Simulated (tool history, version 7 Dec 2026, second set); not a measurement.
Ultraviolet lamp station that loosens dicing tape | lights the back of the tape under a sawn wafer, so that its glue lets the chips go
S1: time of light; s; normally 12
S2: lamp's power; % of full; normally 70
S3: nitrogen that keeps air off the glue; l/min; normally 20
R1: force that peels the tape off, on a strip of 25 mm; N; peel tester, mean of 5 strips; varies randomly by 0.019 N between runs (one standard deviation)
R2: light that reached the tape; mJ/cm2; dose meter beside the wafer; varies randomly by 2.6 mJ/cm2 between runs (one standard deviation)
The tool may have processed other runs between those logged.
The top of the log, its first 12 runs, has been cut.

run 13 day=5.088 | S1=18 S2=85 S3=20 | R1=0.266 R2=582
run 14 day=5.525 | S1=18 S2=85 S3=20 | R1=0.249 R2=585
run 15 day=6.062 | S1=18 S2=85 S3=20 | R1=0.254 R2=587
run 16 day=6.550 | S1=18 S2=85 S3=20 | R1=0.254 R2=588
run 17 day=7.096 | S1=18 S2=85 S3=20 | R1=0.260 R2=589
run 18 day=7.692 | S1=12 S2=70 S3=20 | R1=0.884 R2=324
run 19 day=8.146 | S1=12 S2=70 S3=20 | R1=0.938 R2=325
run 20 day=8.725 | S1=12 S2=73 S3=20 | R1=0.863 R2=334
run 21 day=9.021 | S1=12 S2=70 S3=15 | R1=1.183 R2=324
run 22 day=9.308 | S1=21 S2=70 S3=10 | R1=0.521 R2=571
run 23 day=9.733 | S1=21 S2=70 S3=10 | R1=0.509 R2=563
run 24 day=10.225 | S1=12 S2=85 S3=13 | R1=0.888 R2=390
run 25 day=10.838 | S1=12 S2=70 S3=17 | R1=1.012 R2=325
run 26 day=11.288 | S1=20 S2=97 S3=17 | R1=0.214 R2=741

Run 27 is up next; what results do you expect?
run 27 day=11.692 | S1=6 S2=66 S3=10 | R1=? R2=?

R1: 3.999 N
R2: 156 mJ/cm2
Without the tool's hidden state the same run would have given R1 3.996 N, R2 156 mJ/cm2.

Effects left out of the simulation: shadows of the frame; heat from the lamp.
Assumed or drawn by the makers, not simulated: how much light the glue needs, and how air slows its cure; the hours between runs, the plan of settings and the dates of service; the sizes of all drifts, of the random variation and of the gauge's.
